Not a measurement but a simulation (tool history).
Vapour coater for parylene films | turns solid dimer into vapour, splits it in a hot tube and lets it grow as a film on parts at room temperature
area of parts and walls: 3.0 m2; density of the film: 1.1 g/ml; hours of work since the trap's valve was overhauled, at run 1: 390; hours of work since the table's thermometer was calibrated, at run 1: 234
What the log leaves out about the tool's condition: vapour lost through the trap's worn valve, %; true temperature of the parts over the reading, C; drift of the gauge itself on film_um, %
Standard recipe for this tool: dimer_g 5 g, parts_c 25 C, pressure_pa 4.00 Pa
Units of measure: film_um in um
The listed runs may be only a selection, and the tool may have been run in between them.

run   hour  dimer_g  parts_c  pressure_pa  hours of work since the trap's valve was overhauled  hours of work since the table's thermometer was calibrated  film_um
  1    0.0        5       25         4.00                                                  390                                                         234     0.81
  2   18.0        5       25         4.00                                                  406                                                         250     0.77
  3   37.3        5       25         4.00                                                  423                                                         267     0.80
      48.9  -- trap's valve overhauled
  4   50.9        5       23         4.00                                                    2                                                         275     0.96
  5   68.1        5       25         4.00                                                   17                                                         290     0.90
  6   90.1        5       25         4.00                                                   36                                                         310     0.93
  7  105.3        5       25         4.00                                                   50                                                         323     0.90
  8  126.3        5       25         4.00                                                   68                                                         342     0.90
  9  146.3        5       25         4.00                                                   86                                                         359     0.88
 10  161.7        5       25         4.00                                                  100                                                         373     0.87
 11  181.6        6       25         4.00                                                  117                                                         391     1.04
 12  193.9        6       25         4.00                                                  128                                                         402     1.06
 13  213.6        5       25         4.00                                                  146                                                         419     0.85
 14  228.9        5       25         4.00                                                  159                                                         432     0.85
 15  251.6        5       25         4.00                                                  179                                                         453     0.87
 16  273.8        5       25         4.00                                                  199                                                         472     0.85
 17  292.3        5       25         4.00                                                  215                                                         489     0.84
     295.0  -- table's thermometer calibrated
 18  307.1        5       25         4.00                                                  227                                                          11     0.86
 19  326.8        2       23         3.80                                                  245                                                          28     0.35
 20  343.7        9       19         3.80                                                  260                                                          43     1.73
 21  354.3        8       21         4.28                                                  269                                                          52     1.44
 22  373.9        8       17        10.71                                                  286                                                          70     1.31
 23  396.7        9       25        11.28                                                  307                                                          90     1.22
 24  407.5        4       25        11.28                                                  316                                                          99     0.54
 25  429.9        4       25        11.28                                                  336                                                         119     0.53
     433.8  -- table's thermometer calibrated, once more
 26  440.3        2       27         8.45                                                  344                                                           6     0.27
 27  455.8        5       19         3.40                                                  358                                                          19     0.96
 28  465.6        6       25         5.49                                                  367                                                          28     0.91
 29  477.8        3       25         2.56                                                  377                                                          39     0.53
 30  488.8        5       18         2.30                                                  387                                                          49     1.07
 31  501.1        5       32         4.00                                                  398                                                          59     0.67
 32  517.4        2       24         3.05                                                  413                                                          74     0.34
 33  527.5        7       32         4.00                                                  421                                                          83     0.94
     541.3  -- trap's valve overhauled
 34  551.2        4       25         8.30                                                    9                                                         100     0.64
 35  561.7        3       19         2.97                                                   18                                                         110     0.65

Branching from run 35: 4 alternative next runs. What would each branch give?
  A  580.3        6       25         2.04                                                   34                                                         126        ?
  B  580.3        2       26         4.00                                                   34                                                         126        ?
  C  580.3        6       20         4.00                                                   34                                                         126        ?
  D  580.3        4       20         2.31                                                   34                                                         126        ?

run  film_um
  A     1.26
  B     0.34
  C     1.22
  D     0.91
With the hidden condition removed and each run's random variation left untouched, the same runs would have given:
run  film_um
  A     1.27
  B     0.34
  C     1.23
  D     0.92
